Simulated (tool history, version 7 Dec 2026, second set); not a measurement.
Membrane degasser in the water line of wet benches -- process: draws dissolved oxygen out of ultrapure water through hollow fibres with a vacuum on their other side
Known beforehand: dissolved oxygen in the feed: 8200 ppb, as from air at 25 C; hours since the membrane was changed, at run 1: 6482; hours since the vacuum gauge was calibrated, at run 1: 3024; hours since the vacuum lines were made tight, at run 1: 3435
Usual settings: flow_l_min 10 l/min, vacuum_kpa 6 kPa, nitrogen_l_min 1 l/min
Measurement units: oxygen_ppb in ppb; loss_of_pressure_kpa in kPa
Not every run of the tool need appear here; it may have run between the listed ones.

run,hour,flow_l_min,vacuum_kpa,nitrogen_l_min,hours since the membrane was changed,hours since the vacuum gauge was calibrated,hours since the vacuum lines were made tight,oxygen_ppb,loss_of_pressure_kpa
1,0,10,6,1,6482,3024,3435,133.5,55.76
# hour 178.2: seals of the vacuum lines changed
2,219.9,10,9.45,1,6700,3241,42,209.5,55.74
3,355.4,10,9.45,1,6836,3377,177,207.4,56.29
4,495.6,10,9.45,1,6976,3517,317,210.6,55.75
5,692.7,10,9.45,1,7173,3714,515,209.6,55.76
6,915,10,6,1,7395,3937,737,130.2,55.8

The next listed run, before its measurement:
7,1015.8,15,6,1,7496,4037,838,?,?

oxygen_ppb: 327.5 ppb
loss_of_pressure_kpa: 84.51 kPa
Take away the tool's hidden state, keep the run-to-run variation as it was, and the same run would have given oxygen_ppb 326.4 ppb, loss_of_pressure_kpa 84.42 kPa.
